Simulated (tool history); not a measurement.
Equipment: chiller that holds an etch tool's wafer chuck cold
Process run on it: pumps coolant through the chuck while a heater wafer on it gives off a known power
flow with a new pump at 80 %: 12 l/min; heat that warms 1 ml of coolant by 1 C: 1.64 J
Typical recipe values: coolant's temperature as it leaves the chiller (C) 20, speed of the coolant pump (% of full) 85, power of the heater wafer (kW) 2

run,day,coolant's temperature as it leaves the chiller (C),speed of the coolant pump (% of full),power of the heater wafer (kW),chuck's temperature once it has settled (C),how much warmer the coolant comes back (C)
1,0,20,85,2,40.8,5.86
2,1.892,20,85,2,40.7,5.84
3,4.15,20,85,2.977,50.9,8.8
4,7.592,20,88,2,40.5,5.67
5,11.9,20,96,2,39.4,5.21
6,15.096,20,96,2,39.5,5.15
7,17.867,20,96,2,39.5,5.29
8,21.533,20,96,2,39.6,5.24
9,25.704,20,85,2,41.5,6.01
10,28.858,12,85,2,33.8,6.04
11,32.633,12,85,2,33.6,6.04
12,35.875,12,85,2,33.9,5.99
13,38.617,12,85,2,33.9,6.08
14,40.796,12,85,2,34.1,6.01
15,43.471,20,85,2,42.1,6.03
16,47.2,20,85,2,41.9,5.99
17,51.092,20,85,2,42.4,6.09
18,55.175,20,62,2,48.2,8.52
19,58.808,17,96,2,37.7,5.33
20,61.133,17,78,1.838,39.1,6.19
21,63.554,13,78,1.334,29.3,4.5
22,66.246,13,78,1.334,29.5,4.51
23,69.275,13,78,1.334,29.4,4.51
24,73.121,13,78,1.334,29.5,4.52
25,76.829,13,78,1.334,29.6,4.45
# day 80.875: coolant pump overhauled
26,81.312,13,78,1.334,28.9,4.2
27,85.008,21,65,1.114,36.2,4.23
28,87.346,18,65,1.127,33.5,4.27
29,89.412,18,65,1.127,33.4,4.28
# day 91.383: coolant changed, channels flushed
30,92.538,18,89,2.933,45.9,7.99

Estimate the outcome of run 31 from the log above:
31,94.483,30,70,1.076,?,?

Run 31 came out at chuck's temperature once it has settled (C) 42.7, how much warmer the coolant comes back (C) 3.79.
If the tool had no hidden condition, the same run with the same run-to-run variation would have returned chuck's temperature once it has settled (C) 42, how much warmer the coolant comes back (C) 3.77.
